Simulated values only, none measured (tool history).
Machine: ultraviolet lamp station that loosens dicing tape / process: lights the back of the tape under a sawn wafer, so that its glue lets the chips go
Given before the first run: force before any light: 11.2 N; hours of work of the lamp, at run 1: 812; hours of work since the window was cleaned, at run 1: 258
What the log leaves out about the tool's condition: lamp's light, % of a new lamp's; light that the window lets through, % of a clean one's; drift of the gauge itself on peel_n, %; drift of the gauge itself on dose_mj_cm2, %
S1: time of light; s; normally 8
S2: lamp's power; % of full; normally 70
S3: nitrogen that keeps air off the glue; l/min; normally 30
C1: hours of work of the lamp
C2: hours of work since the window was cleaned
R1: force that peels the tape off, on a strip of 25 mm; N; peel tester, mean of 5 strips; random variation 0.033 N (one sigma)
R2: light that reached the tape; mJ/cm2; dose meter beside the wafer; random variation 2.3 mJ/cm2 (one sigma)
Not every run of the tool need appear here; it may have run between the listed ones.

run 1 day=0.000 | S1=8 S2=70 S3=30 | C1=812 C2=258 | R1=3.659 R2=125
run 2 day=4.304 | S1=8 S2=70 S3=30 | C1=855 C2=301 | R1=3.979 R2=122
run 3 day=8.546 | S1=7 S2=70 S3=30 | C1=898 C2=343 | R1=4.592 R2=105
run 4 day=10.942 | S1=8 S2=70 S3=52 | C1=922 C2=367 | R1=3.609 R2=114
-- day=12.892 lamp changed
run 5 day=12.892 | S1=8 S2=70 S3=52 | C1=0 C2=387 | R1=1.610 R2=197
run 6 day=16.667 | S1=8 S2=70 S3=52 | C1=38 C2=424 | R1=1.640 R2=196
-- day=17.054 window cleaned of glue's vapour
run 7 day=18.542 | S1=8 S2=70 S3=30 | C1=57 C2=15 | R1=2.368 R2=184
run 8 day=20.550 | S1=8 S2=70 S3=30 | C1=77 C2=35 | R1=2.302 R2=180
run 9 day=22.958 | S1=8 S2=70 S3=30 | C1=101 C2=59 | R1=2.500 R2=174
run 10 day=24.933 | S1=8 S2=70 S3=30 | C1=121 C2=79 | R1=2.548 R2=171
run 11 day=28.588 | S1=16 S2=80 S3=55 | C1=157 C2=116 | R1=0.391 R2=381
run 12 day=31.954 | S1=8 S2=61 S3=45 | C1=191 C2=150 | R1=2.870 R2=139
run 13 day=34.217 | S1=5 S2=77 S3=10 | C1=214 C2=172 | R1=5.401 R2=111
run 14 day=35.979 | S1=6 S2=82 S3=21 | C1=232 C2=190 | R1=3.636 R2=138
-- day=37.425 window cleaned of glue's vapour, once more
run 15 day=39.388 | S1=8 S2=70 S3=26 | C1=266 C2=20 | R1=2.225 R2=189

Alternative continuations, all from the tool just after run 15; predict every row:
run A day=42.154 | S1=15 S2=71 S3=24 | C1=293 C2=47 | R1=? R2=?
run B day=42.154 | S1=8 S2=80 S3=30 | C1=293 C2=47 | R1=? R2=?
run C day=42.154 | S1=9 S2=84 S3=30 | C1=293 C2=47 | R1=? R2=?
run D day=42.154 | S1=5 S2=73 S3=19 | C1=293 C2=47 | R1=? R2=?

run=A R1=0.698 R2=351
run=B R1=1.710 R2=214
run=C R1=1.300 R2=254
run=D R1=4.266 R2=121
Had the tool no hidden state, the same runs would have come out as:
run=A R1=0.479 R2=413
run=B R1=1.261 R2=251
run=C R1=0.925 R2=298
run=D R1=3.612 R2=143
